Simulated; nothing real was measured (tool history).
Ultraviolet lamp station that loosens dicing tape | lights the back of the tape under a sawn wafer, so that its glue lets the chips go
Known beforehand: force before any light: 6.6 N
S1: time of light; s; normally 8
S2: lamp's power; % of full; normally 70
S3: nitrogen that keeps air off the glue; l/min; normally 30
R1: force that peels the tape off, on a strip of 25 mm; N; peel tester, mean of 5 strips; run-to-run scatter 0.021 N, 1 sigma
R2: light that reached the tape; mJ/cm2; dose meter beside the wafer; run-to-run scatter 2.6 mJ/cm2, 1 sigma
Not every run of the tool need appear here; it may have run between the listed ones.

run   hour  S1  S2  S3     R1   R2
  1      0   8  70  30  1.383  278
       9.6  -- window cleaned of glue's vapour
  2   34.7   8  70  20   1.74  260
  3   57.5   8  70  20  1.748  260
  4   97.2   8  91  30  0.994  325
  5  135.3   8  91  30  1.064  322
  6  156.4   8  70  30  1.589  247
  7    176   8  70  32  1.608  246
  8  199.7   6  70  30  2.387  180
  9  225.7   6  70  30  2.379  181
     243.7  -- window cleaned of glue's vapour, once more
 10  245.5   6  70  30  1.753  230
 11  277.6   6  70  30   1.82  222
 12  306.7   6  70  30  1.828  227
 13  330.8   6  70  30  1.926  218
 14  371.1  10  66   9  1.815  342
 15  402.9  10  66   9  1.898  339
 16  435.5  10  66   9  1.881  330
 17  456.5  10  75  14  1.288  374
 18    495  10  75  14  1.313  370
 19  533.1   6  62  39  2.217  183
 20  554.3   6  62  39  2.114  177
 21  577.4   7  81  30  1.378  266
 22  616.5   7  81  30  1.481  265
 23  635.4   6  74  30  1.971  209
 24  656.1   5  70  30  2.589  161
 25  682.4   5  70  30  2.671  160

Branching from run 25: 5 alternative next runs. What would each branch give?
     686.1  -- window cleaned of glue's vapour
  A  714.9   4  93  30   ?   ?
     686.1  -- window cleaned of glue's vapour
  B  714.9  10  70  43   ?   ?
     686.1  -- window cleaned of glue's vapour
  C  714.9  12  80  48   ?   ?
     686.1  -- window cleaned of glue's vapour
  D  714.9   5  61  30   ?   ?
     686.1  -- window cleaned of glue's vapour
  E  714.9   4  70  30   ?   ?

run     R1   R2
  A  2.244  186
  B  0.762  349
  C   0.38  476
  D  2.751  151
  E  2.943  139
With the hidden condition removed and each run's random variation left untouched, the same runs would have given:
run     R1   R2
  A  1.853  221
  B  0.538  413
  C  0.267  562
  D  2.348  179
  E  2.544  164

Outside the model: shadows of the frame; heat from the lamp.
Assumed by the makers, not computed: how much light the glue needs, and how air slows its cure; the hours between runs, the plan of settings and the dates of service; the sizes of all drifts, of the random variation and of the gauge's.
